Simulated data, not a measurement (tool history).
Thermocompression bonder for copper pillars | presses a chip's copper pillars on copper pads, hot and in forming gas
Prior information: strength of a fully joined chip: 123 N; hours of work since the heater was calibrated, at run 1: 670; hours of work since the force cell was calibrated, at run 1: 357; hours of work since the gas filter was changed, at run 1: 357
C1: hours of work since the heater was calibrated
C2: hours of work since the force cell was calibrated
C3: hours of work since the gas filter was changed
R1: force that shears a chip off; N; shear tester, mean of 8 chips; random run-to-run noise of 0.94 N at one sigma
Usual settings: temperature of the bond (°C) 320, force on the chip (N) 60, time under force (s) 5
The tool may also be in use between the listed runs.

Run 1, hour 0.0: usual settings; C1 670; C2 357; C3 357. Result: R1 70.6 N.
Run 2, hour 71.0: usual settings; C1 713; C2 400; C3 400. Result: R1 71.5 N.
At hour 94.2: forming gas filter changed.
Run 3, hour 130.0: usual settings but force on the chip (N) 43; C1 749; C2 435; C3 22. Result: R1 58.9 N.
Run 4, hour 193.1: usual settings; C1 787; C2 474; C3 60. Result: R1 74.7 N.
Run 5, hour 245.2: usual settings but temperature of the bond (°C) 307; C1 819; C2 505; C3 92. Result: R1 64.3 N.
Run 6, hour 287.8: usual settings but temperature of the bond (°C) 307; C1 845; C2 531; C3 118. Result: R1 65.7 N.
Run 7, hour 354.0: usual settings; C1 885; C2 572; C3 158. Result: R1 72.8 N.
Run 8, hour 444.2: usual settings but temperature of the bond (°C) 340; C1 940; C2 627; C3 213. Result: R1 82.5 N.
Run 9, hour 508.4: usual settings but temperature of the bond (°C) 340; C1 979; C2 666; C3 252. Result: R1 81.5 N.
At hour 599.5: heater calibrated with a thermocouple chip.
Run 10, hour 599.5: usual settings but temperature of the bond (°C) 337; C1 0; C2 720; C3 306. Result: R1 81.0 N.
Run 11, hour 653.5: usual settings but temperature of the bond (°C) 303; C1 33; C2 753; C3 339. Result: R1 64.4 N.
Run 12, hour 695.2: usual settings but temperature of the bond (°C) 322, time under force (s) 3; C1 58; C2 778; C3 364. Result: R1 63.5 N.
At hour 770.1: forming gas filter changed.
Run 13, hour 779.6: usual settings but temperature of the bond (°C) 322, time under force (s) 3; C1 109; C2 829; C3 6. Result: R1 65.3 N.
Run 14, hour 855.9: usual settings but temperature of the bond (°C) 322, force on the chip (N) 38, time under force (s) 3; C1 156; C2 875; C3 52. Result: R1 46.2 N.
Run 15, hour 916.6: usual settings but temperature of the bond (°C) 322, force on the chip (N) 38, time under force (s) 3; C1 193; C2 912; C3 89. Result: R1 45.9 N.
Run 16, hour 986.6: usual settings but temperature of the bond (°C) 291, force on the chip (N) 77, time under force (s) 3; C1 235; C2 955; C3 132. Result: R1 58.0 N.
Run 17, hour 1083.0: usual settings but temperature of the bond (°C) 321, force on the chip (N) 89, time under force (s) 3; C1 294; C2 1013; C3 190. Result: R1 79.5 N.
Run 18, hour 1176.4: usual settings but force on the chip (N) 53; C1 351; C2 1070; C3 247. Result: R1 65.4 N.
Run 19, hour 1235.4: usual settings but temperature of the bond (°C) 295, force on the chip (N) 72, time under force (s) 8; C1 386; C2 1106; C3 283. Result: R1 77.1 N.
Run 20, hour 1326.8: usual settings but temperature of the bond (°C) 323, force on the chip (N) 86; C1 442; C2 1162; C3 339. Result: R1 88.0 N.

Predict each of these 5 candidate next runs independently; none follows another, all start after run 20:
Run A, hour 1400.6: usual settings but temperature of the bond (°C) 340, force on the chip (N) 85, time under force (s) 6; C1 487; C2 1207; C3 383. Result: R1 ?.
Run B, hour 1400.6: usual settings but temperature of the bond (°C) 309, force on the chip (N) 53, time under force (s) 14; C1 487; C2 1207; C3 383. Result: R1 ?.
Run C, hour 1400.6: usual settings but temperature of the bond (°C) 301, force on the chip (N) 51, time under force (s) 3; C1 487; C2 1207; C3 383. Result: R1 ?.
Run D, hour 1400.6: usual settings but temperature of the bond (°C) 299, time under force (s) 3; C1 487; C2 1207; C3 383. Result: R1 ?.
Run E, hour 1400.6: usual settings but temperature of the bond (°C) 323, force on the chip (N) 55; C1 487; C2 1207; C3 383. Result: R1 ?.

run    R1
  A  94.9
  B  81.7
  C  43.5
  D  48.6
  E  68.1
Without the tool's unlogged condition, the same runs would have read:
run     R1
  A  105.0
  B   92.9
  C   51.7
  D   57.6
  E   78.7
